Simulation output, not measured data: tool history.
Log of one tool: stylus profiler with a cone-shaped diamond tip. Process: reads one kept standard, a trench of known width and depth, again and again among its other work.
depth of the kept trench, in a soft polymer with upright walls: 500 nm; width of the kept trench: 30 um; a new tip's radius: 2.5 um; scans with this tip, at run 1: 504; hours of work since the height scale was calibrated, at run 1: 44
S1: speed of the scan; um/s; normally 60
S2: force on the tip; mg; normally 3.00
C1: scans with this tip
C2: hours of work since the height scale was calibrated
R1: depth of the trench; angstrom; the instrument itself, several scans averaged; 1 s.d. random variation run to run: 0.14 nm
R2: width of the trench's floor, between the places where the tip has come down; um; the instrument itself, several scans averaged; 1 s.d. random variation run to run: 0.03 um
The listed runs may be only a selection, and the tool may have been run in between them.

{"run": 1, "hour": 0.0, "S1": 60, "S2": 3.0, "C1": 504, "C2": 44, "R1": 5085.6, "R2": 26.86}
{"run": 2, "hour": 67.0, "S1": 60, "S2": 7.19, "C1": 1082, "C2": 93, "R1": 5151.6, "R2": 26.96}
{"run": 3, "hour": 159.6, "S1": 16, "S2": 7.19, "C1": 1882, "C2": 163, "R1": 5151.9, "R2": 27.01}
{"run": 4, "hour": 208.5, "S1": 16, "S2": 7.19, "C1": 2304, "C2": 199, "R1": 5151.2, "R2": 26.95}
{"run": 5, "hour": 280.4, "S1": 60, "S2": 3.0, "C1": 2924, "C2": 253, "R1": 5085.4, "R2": 26.96}
{"run": 6, "hour": 354.7, "S1": 60, "S2": 1.07, "C1": 3566, "C2": 308, "R1": 5042.7, "R2": 26.79}
{"run": 7, "hour": 401.6, "S1": 30, "S2": 1.84, "C1": 3971, "C2": 343, "R1": 5060.9, "R2": 26.93}
{"run": 8, "hour": 449.4, "S1": 147, "S2": 3.0, "C1": 4383, "C2": 379, "R1": 5084.6, "R2": 26.78}
{"run": 9, "hour": 505.5, "S1": 147, "S2": 3.0, "C1": 4867, "C2": 420, "R1": 5085.5, "R2": 26.75}
{"run": 10, "hour": 557.1, "S1": 64, "S2": 2.56, "C1": 5313, "C2": 459, "R1": 5076.2, "R2": 26.94}
{"run": 11, "hour": 621.7, "S1": 27, "S2": 6.19, "C1": 5870, "C2": 507, "R1": 5138.1, "R2": 27.01}

3 options for the next run, each taken on its own from the tool as it stands now. Forecast them:
{"run": "A", "hour": 694.2, "S1": 116, "S2": 6.49, "C1": 6496, "C2": 561, "R1": "?", "R2": "?"}
{"run": "B", "hour": 694.2, "S1": 60, "S2": 8.05, "C1": 6496, "C2": 561, "R1": "?", "R2": "?"}
{"run": "C", "hour": 694.2, "S1": 100, "S2": 2.59, "C1": 6496, "C2": 561, "R1": "?", "R2": "?"}

run=A R1=5143.7 R2=26.87
run=B R1=5164.6 R2=26.91
run=C R1=5077.2 R2=26.81
Had the tool no hidden state, the same runs would have come out as:
run=A R1=5143.8 R2=26.88
run=B R1=5164.7 R2=26.91
run=C R1=5077.3 R2=26.82

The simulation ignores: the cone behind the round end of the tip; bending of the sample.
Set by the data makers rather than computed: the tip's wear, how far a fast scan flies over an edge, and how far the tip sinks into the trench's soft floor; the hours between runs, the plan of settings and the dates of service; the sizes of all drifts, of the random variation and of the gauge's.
